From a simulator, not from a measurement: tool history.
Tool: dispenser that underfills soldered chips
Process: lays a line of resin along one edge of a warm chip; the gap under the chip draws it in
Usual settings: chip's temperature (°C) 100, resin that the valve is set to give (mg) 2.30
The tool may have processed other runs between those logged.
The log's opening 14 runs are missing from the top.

run	day	chip's temperature (°C)	resin that the valve is set to give (mg)	time until the resin shows at the far edge (s)	resin that the valve gave (mg)
15	5.079	100	2.30	28.0	2.28
# day 5.317: new syringe of resin
16	5.492	100	2.30	20.9	2.27
17	5.729	100	2.30	25.8	2.29
# day 6.033: new syringe of resin
18	6.092	110	2.62	12.1	2.62
19	6.488	95	2.30	32.3	2.25
# day 6.758: new syringe of resin
20	6.854	85	2.36	33.1	2.33
21	7.238	106	2.53	21.9	2.47
# day 7.471: new syringe of resin
22	7.525	105	2.66	14.2	2.60
23	7.892	95	2.44	30.9	2.39
24	8.133	95	2.44	39.2	2.40
# day 8.212: new syringe of resin
25	8.550	97	2.44	26.5	2.40
# day 8.942: new syringe of resin
26	9.025	100	2.45	18.8	2.36
27	9.396	100	2.45	27.7	2.40
# day 9.662: new syringe of resin
28	9.667	91	2.62	23.5	2.54
29	10.062	91	2.62	34.5	2.55
# day 10.375: new syringe of resin
30	10.379	91	2.62	23.5	2.54
31	10.804	91	2.62	35.1	2.52
# day 11.092: new syringe of resin
32	11.246	105	2.21	17.6	2.11
33	11.575	99	2.32	28.6	2.24
# day 11.817: new syringe of resin
34	11.875	99	2.32	19.0	2.23

Below are 5 alternative next runs, each starting from the tool's condition after run 34. Predict each:
A	12.096	99	2.51	?	?
B	12.096	91	2.99	?	?
C	12.096	102	2.32	?	?
D	12.096	95	2.61	?	?
E	12.096	114	2.97	?	?

run	time until the resin shows at the far edge (s)	resin that the valve gave (mg)
A	22.0	2.39
B	31.0	2.85
C	20.9	2.23
D	26.2	2.51
E	13.6	2.85
What these runs would have given with no unlogged condition in the tool:
run	time until the resin shows at the far edge (s)	resin that the valve gave (mg)
A	16.8	2.49
B	23.8	2.98
C	16.0	2.32
D	20.0	2.61
E	10.4	2.97
